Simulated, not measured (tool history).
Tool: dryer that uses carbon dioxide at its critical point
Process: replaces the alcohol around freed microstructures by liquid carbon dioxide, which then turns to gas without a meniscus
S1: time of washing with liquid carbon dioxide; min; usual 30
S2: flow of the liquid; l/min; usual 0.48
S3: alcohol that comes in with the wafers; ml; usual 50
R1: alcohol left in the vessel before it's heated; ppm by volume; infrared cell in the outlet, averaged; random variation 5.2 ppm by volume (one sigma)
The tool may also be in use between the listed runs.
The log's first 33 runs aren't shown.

Run 34, day 17.154: usual settings but S2 0.716 l/min, S3 51 ml. Result: R1 33 ppm by volume.
Run 35, day 17.458: usual settings but S1 19 min, S2 0.692 l/min, S3 47 ml. Result: R1 193 ppm by volume.
Run 36, day 17.996: usual settings but S2 0.577 l/min. Result: R1 70 ppm by volume.
Run 37, day 18.583: usual settings but S1 37 min, S2 0.797 l/min, S3 20 ml. Result: R1 41 ppm by volume.
Run 38, day 19.275: usual settings but S1 18 min, S2 0.474 l/min, S3 23 ml. Result: R1 573 ppm by volume.
Run 39, day 19.625: usual settings but S1 18 min, S2 0.431 l/min, S3 48 ml. Result: R1 1582 ppm by volume.
Run 40, day 19.979: usual settings but S1 46 min, S2 0.289 l/min, S3 43 ml. Result: R1 247 ppm by volume.
Run 41, day 20.317: usual settings but S1 46 min, S2 0.289 l/min, S3 43 ml. Result: R1 250 ppm by volume.

Forecast each of these 3 alternatives for the next run:
Run A, day 20.733: usual settings but S1 18 min, S2 0.439 l/min, S3 24 ml. Result: R1 ?.
Run B, day 20.733: usual settings but S1 20 min, S2 0.307 l/min, S3 103 ml. Result: R1 ?.
Run C, day 20.733: usual settings but S1 31 min, S3 27 ml. Result: R1 ?.

run    R1
  A   736
  B  6205
  C   104
Without the tool's hidden state the same runs would have given:
run    R1
  A   564
  B  5208
  C    51
